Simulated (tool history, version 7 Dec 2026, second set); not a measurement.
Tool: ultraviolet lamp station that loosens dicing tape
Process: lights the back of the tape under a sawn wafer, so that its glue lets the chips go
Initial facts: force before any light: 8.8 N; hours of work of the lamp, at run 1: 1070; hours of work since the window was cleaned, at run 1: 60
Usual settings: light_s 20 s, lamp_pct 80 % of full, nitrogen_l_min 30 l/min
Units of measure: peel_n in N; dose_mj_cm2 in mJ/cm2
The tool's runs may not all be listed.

run    hour  light_s  lamp_pct  nitrogen_l_min  hours of work of the lamp  hours of work since the window was cleaned  peel_n  dose_mj_cm2
  1       0       20        80              30                       1070                                          60   2.507          216
  2    78.2       20        80              11                       1107                                          97   3.467          202
      109.4  -- lamp changed
  3   129.7       20        93              30                         10                                         120   0.825          390
  4   210.5       20        93              30                         47                                         158   0.959          376
  5   302.2       20        93              30                         90                                         201   1.031          360
      311.3  -- window cleaned of glue's vapour
  6   385.8       20        93              30                        129                                          35   1.301          308
  7   465.9       20        93              30                        166                                          72   1.434          297
  8   556.5       20        60              30                        209                                         115   2.798          184
  9   624.6       12        60              30                        241                                         146   4.568          106
 10   682.4       20        80              30                        268                                         174    2.12          229
 11   739.8       20        80              30                        295                                         200   2.295          216
      749.1  -- window cleaned of glue's vapour
 12   812.9       20        80              30                        328                                          30   1.279          316
        888  -- window cleaned of glue's vapour, once more
 13     888       20        80              30                        363                                           0    1.25          316
 14   941.5       20        80              30                        388                                          25   1.381          310
 15  1015.8       20        80              30                        423                                          60   1.419          300
 16  1073.5       20        80              19                        450                                          87   1.864          294
 17  1132.9       20        80              30                        478                                         115   1.579          287
 18    1174       20        80              30                        497                                         134   1.681          273
 19  1237.8       11        80              30                        527                                         164   3.499          149
 20  1282.2       20        89              30                        548                                         184   1.553          292
     1324.6  -- window cleaned of glue's vapour
 21  1365.4       20        89              30                        586                                          19   1.255          321
 22  1419.4       17        89              28                        612                                          44    1.78          265
 23  1506.3       20        86              29                        652                                          85   1.545          289
 24  1601.5       20        86              29                        697                                         129   1.653          275
 25  1678.7       25        86              29                        733                                         166   1.233          324
 26  1751.8       25        86              29                        767                                         200   1.371          315
     1761.1  -- window cleaned of glue's vapour
 27  1803.5       14        84              40                        791                                          20   2.504          191
 28  1868.7       14        84              40                        821                                          50   2.762          185
 29  1950.7       14        84              40                        860                                          89    2.79          171
 30  2023.7       26        84              47                        894                                         123   1.133          312
 31  2087.7       26        84              47                        924                                         153   1.226          301
 32  2168.2       16        68              11                        961                                         190   4.739          140
     2201.8  -- window cleaned of glue's vapour
 33  2249.1       12        60              45                        999                                          22   4.269          102
 34    2319       28        93              45                       1032                                          55   0.795          364
 35  2394.1       17        96              45                       1067                                          90   2.027          216
 36  2476.4       23        60              30                       1105                                         128   2.933          177
     2514.6  -- lamp changed
 37  2558.4       16        80              29                         20                                         166   1.743          263

Per-run results on a tool with no hidden state, each run keeping its own random variation:
The hidden state here: lamp's light, % of a new lamp's; light that the window lets through, % of a clean one's; drift of the gauge itself on peel_n, %; drift of the gauge itself on dose_mj_cm2, %.
run  peel_n  dose_mj_cm2
  1   0.987          378
  2    1.61          372
  3   0.656          433
  4   0.708          434
  5   0.695          433
  6   0.669          430
  7   0.689          432
  8   1.578          281
  9   3.122          167
 10   0.915          376
 11   0.942          369
 12   0.925          374
 13   0.913          372
 14   0.963          374
 15   0.929          375
 16   1.221          378
 17    0.94          380
 18   0.964          370
 19    2.45          208
 20   0.773          418
 21   0.732          419
 22   1.073          356
 23   0.814          406
 24   0.809          405
 25   0.493          498
 26    0.51          504
 27   1.448          278
 28   1.537          278
 29   1.473          272
 30   0.377          511
 31    0.38          513
 32    2.85          250
 33   2.784          166
 34   0.253          610
 35   0.741          380
 36   1.233          325
 37   1.424          298
